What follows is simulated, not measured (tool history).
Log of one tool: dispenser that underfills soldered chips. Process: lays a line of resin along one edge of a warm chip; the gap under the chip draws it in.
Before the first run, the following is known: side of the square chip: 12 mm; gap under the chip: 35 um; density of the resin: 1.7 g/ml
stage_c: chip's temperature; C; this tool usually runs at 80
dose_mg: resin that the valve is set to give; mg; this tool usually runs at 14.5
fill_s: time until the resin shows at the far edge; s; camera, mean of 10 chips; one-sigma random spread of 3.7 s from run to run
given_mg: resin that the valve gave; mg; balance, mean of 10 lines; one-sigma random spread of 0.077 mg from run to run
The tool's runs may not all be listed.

| run | hour | stage_c | dose_mg | fill_s | given_mg |
|---|---|---|---|---|---|
| 1 | 0.0 | 80 | 14.5 | 428.2 | 13.83 |
| 2 | 8.4 | 68 | 14.5 | 1112.2 | 13.77 |
|  | 11.7 | new syringe of resin |
| 3 | 17.8 | 80 | 14.5 | 516.0 | 13.63 |
|  | 26.4 | new syringe of resin |
| 4 | 27.6 | 80 | 14.5 | 407.7 | 13.66 |
|  | 30.7 | dispensing valve cleaned and set on the balance |
| 5 | 34.9 | 80 | 14.5 | 547.0 | 14.43 |
| 6 | 39.6 | 80 | 14.5 | 684.8 | 14.47 |
|  | 41.7 | new syringe of resin |
| 7 | 45.9 | 80 | 15.8 | 482.7 | 15.68 |
| 8 | 50.4 | 80 | 14.5 | 604.9 | 14.43 |
|  | 56.4 | new syringe of resin |
| 9 | 58.5 | 66 | 14.7 | 777.0 | 14.53 |
| 10 | 63.2 | 85 | 12.9 | 442.4 | 12.77 |
| 11 | 68.5 | 66 | 16.9 | 1237.7 | 16.71 |
|  | 70.8 | new syringe of resin |
| 12 | 78.0 | 66 | 16.9 | 1007.2 | 16.55 |
| 13 | 84.1 | 92 | 18.6 | 449.1 | 18.08 |
|  | 85.3 | new syringe of resin |
| 14 | 90.6 | 88 | 16.8 | 353.0 | 16.42 |
| 15 | 98.9 | 82 | 12.7 | 703.1 | 12.24 |
|  | 99.6 | new syringe of resin |
| 16 | 103.2 | 91 | 12.5 | 296.3 | 12.03 |

Below are 4 alternative next runs, each starting from the tool's condition after run 16. Predict each:
| A | 109.9 | 66 | 17.1 | ? | ? |
| B | 109.9 | 94 | 16.6 | ? | ? |
| C | 109.9 | 80 | 14.9 | ? | ? |
| D | 109.9 | 71 | 12.7 | ? | ? |

| run | fill_s | given_mg |
|---|---|---|
| A | 1158.9 | 16.47 |
| B | 356.3 | 15.97 |
| C | 636.9 | 14.42 |
| D | 973.4 | 12.14 |
With no hidden state in the tool, these same runs would have given:
| run | fill_s | given_mg |
|---|---|---|
| A | 671.3 | 17.12 |
| B | 208.4 | 16.60 |
| C | 370.1 | 14.99 |
| D | 561.6 | 12.62 |
